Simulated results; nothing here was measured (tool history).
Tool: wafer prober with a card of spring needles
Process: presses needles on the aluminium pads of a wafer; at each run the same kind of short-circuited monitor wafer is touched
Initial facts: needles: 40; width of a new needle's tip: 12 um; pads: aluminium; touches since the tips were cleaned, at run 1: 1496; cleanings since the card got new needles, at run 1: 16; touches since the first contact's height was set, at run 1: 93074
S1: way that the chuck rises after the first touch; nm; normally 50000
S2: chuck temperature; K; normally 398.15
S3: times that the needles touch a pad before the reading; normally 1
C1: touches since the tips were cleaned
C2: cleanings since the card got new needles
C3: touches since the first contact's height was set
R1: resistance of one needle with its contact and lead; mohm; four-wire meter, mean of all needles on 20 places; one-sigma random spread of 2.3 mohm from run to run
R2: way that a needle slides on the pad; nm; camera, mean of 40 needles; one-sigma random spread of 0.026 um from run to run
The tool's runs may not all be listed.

run 1 hour=0 | S1=50000 S2=398.15 S3=1 | C1=1496 C2=16 C3=93074 | R1=450 R2=13000
-- hour=7.2 tips cleaned on abrasive film
-- hour=18.6 tips cleaned on abrasive film
run 2 hour=22.4 | S1=50000 S2=371.15 S3=1 | C1=2111 C2=18 C3=105509 | R1=471 R2=12920
-- hour=28.3 tips cleaned on abrasive film
-- hour=39.2 tips cleaned on abrasive film
-- hour=49.9 tips cleaned on abrasive film
run 3 hour=54.2 | S1=50000 S2=371.15 S3=1 | C1=2388 C2=21 C3=123155 | R1=514 R2=12870
-- hour=61.4 tips cleaned on abrasive film
-- hour=72.1 tips cleaned on abrasive film
run 4 hour=73.9 | S1=50000 S2=371.15 S3=1 | C1=1006 C2=23 C3=134065 | R1=428 R2=12860
-- hour=76.5 height of the first contact set anew
-- hour=82.1 tips cleaned on abrasive film
-- hour=93.8 tips cleaned on abrasive film
run 5 hour=97 | S1=50000 S2=371.15 S3=1 | C1=1787 C2=25 C3=11408 | R1=482 R2=13260
-- hour=104.6 tips cleaned on abrasive film
-- hour=115.6 tips cleaned on abrasive film
-- hour=125.6 tips cleaned on abrasive film
run 6 hour=125.7 | S1=50000 S2=358.15 S3=1 | C1=72 C2=28 C3=27317 | R1=287 R2=13190
-- hour=136.6 tips cleaned on abrasive film
run 7 hour=144.7 | S1=50000 S2=358.15 S3=1 | C1=4559 C2=29 C3=37901 | R1=532 R2=13210
-- hour=146.5 tips cleaned on abrasive film, once more
-- hour=157.1 tips cleaned on abrasive film
-- hour=168.1 tips cleaned on abrasive film
run 8 hour=173.2 | S1=50000 S2=398.15 S3=2 | C1=2891 C2=32 C3=53710 | R1=405 R2=13140
-- hour=179.8 tips cleaned on abrasive film
run 9 hour=188 | S1=50000 S2=398.15 S3=2 | C1=4591 C2=33 C3=61924 | R1=419 R2=13120
-- hour=190 tips cleaned on abrasive film
-- hour=200.6 tips cleaned on abrasive film
-- hour=210.8 tips cleaned on abrasive film
run 10 hour=210.8 | S1=50000 S2=398.15 S3=2 | C1=0 C2=36 C3=74515 | R1=280 R2=13090
-- hour=221.7 tips cleaned on abrasive film
-- hour=232.8 tips cleaned on abrasive film
run 11 hour=234.7 | S1=50000 S2=398.15 S3=2 | C1=1105 C2=38 C3=87834 | R1=357 R2=13050
-- hour=244.4 tips cleaned on abrasive film
run 12 hour=252.5 | S1=50000 S2=398.15 S3=2 | C1=4540 C2=39 C3=97721 | R1=423 R2=13030
-- hour=254.5 tips cleaned on abrasive film
-- hour=264.5 tips cleaned on abrasive film
run 13 hour=269.3 | S1=50000 S2=398.15 S3=2 | C1=2683 C2=41 C3=107029 | R1=408 R2=13040
-- hour=275.2 tips cleaned on abrasive film
run 14 hour=283.2 | S1=50000 S2=398.15 S3=2 | C1=4471 C2=42 C3=114781 | R1=430 R2=12980
-- hour=284.9 tips cleaned on abrasive film
-- hour=296.8 tips cleaned on abrasive film
-- hour=306.8 tips cleaned on abrasive film
run 15 hour=308.3 | S1=50000 S2=398.15 S3=2 | C1=857 C2=45 C3=128662 | R1=349 R2=12990
-- hour=317.9 tips cleaned on abrasive film
-- hour=323 height of the first contact set anew
-- hour=328.7 tips cleaned on abrasive film
-- hour=338.6 tips cleaned on abrasive film
run 16 hour=340.4 | S1=43000 S2=398.15 S3=2 | C1=1048 C2=48 C3=9652 | R1=377 R2=11320
-- hour=348.4 tips cleaned on abrasive film
-- hour=360 tips cleaned on abrasive film
run 17 hour=363.9 | S1=46000 S2=356.15 S3=2 | C1=2197 C2=50 C3=22710 | R1=430 R2=12180
-- hour=371.1 tips cleaned on abrasive film
-- hour=381.4 tips cleaned on abrasive film
-- hour=392.9 tips cleaned on abrasive film
run 18 hour=394.7 | S1=46000 S2=356.15 S3=2 | C1=996 C2=53 C3=39796 | R1=356 R2=12130
-- hour=404 tips cleaned on abrasive film
run 19 hour=411 | S1=50000 S2=347.15 S3=1 | C1=3911 C2=54 C3=48852 | R1=552 R2=13110
-- hour=414.1 tips cleaned on abrasive film
-- hour=424.4 tips cleaned on abrasive film
run 20 hour=431.2 | S1=50000 S2=304.15 S3=1 | C1=3771 C2=56 C3=60053 | R1=564 R2=13120
-- hour=434.8 tips cleaned on abrasive film
-- hour=444.9 tips cleaned on abrasive film
run 21 hour=450.4 | S1=50000 S2=304.15 S3=1 | C1=3085 C2=58 C3=70714 | R1=545 R2=13060
-- hour=455.3 tips cleaned on abrasive film
-- hour=465.8 tips cleaned on abrasive film
-- hour=475.4 tips cleaned on abrasive film
run 22 hour=478.1 | S1=63000 S2=374.15 S3=1 | C1=1485 C2=61 C3=86063 | R1=370 R2=16490
-- hour=486.8 tips cleaned on abrasive film
run 23 hour=495.2 | S1=31000 S2=367.15 S3=1 | C1=4691 C2=62 C3=95580 | R1=1030 R2=8000
-- hour=496.7 tips cleaned on abrasive film
-- hour=508.5 tips cleaned on abrasive film
run 24 hour=511.5 | S1=31000 S2=367.15 S3=1 | C1=1692 C2=64 C3=104635 | R1=827 R2=7980
-- hour=520.4 tips cleaned on abrasive film
-- hour=530.7 tips cleaned on abrasive film
run 25 hour=537.9 | S1=31000 S2=367.15 S3=1 | C1=4000 C2=66 C3=119275 | R1=993 R2=7920

For each run, the measured value with the value that run would have given without the tool's hidden condition subtracted. The run-to-run variation is shared by both, the gauge scatter possibly not:
Hidden state at play: debris on the tips, nm; way that the needles fall short of the set height, um; tips' diameter, um; drift of the gauge itself on contact_mohm, %; drift of the gauge itself on scrub_um, %.
run=1 R1=+191 R2=-210
run=2 R1=+217 R2=-320
run=3 R1=+263 R2=-360
run=4 R1=+177 R2=-390
run=5 R1=+230 R2=-30
run=6 R1=+39 R2=-60
run=7 R1=+285 R2=-80
run=8 R1=+145 R2=-130
run=9 R1=+162 R2=-130
run=10 R1=+17 R2=-180
run=11 R1=+96 R2=-190
run=12 R1=+163 R2=-210
run=13 R1=+149 R2=-240
run=14 R1=+168 R2=-250
run=15 R1=+93 R2=-290
run=16 R1=+116 R2=-20
run=17 R1=+182 R2=-50
run=18 R1=+105 R2=-90
run=19 R1=+307 R2=-100
run=20 R1=+328 R2=-130
run=21 R1=+307 R2=-160
run=22 R1=+119 R2=-190
run=23 R1=+766 R2=-210
run=24 R1=+565 R2=-220
run=25 R1=+734 R2=-250
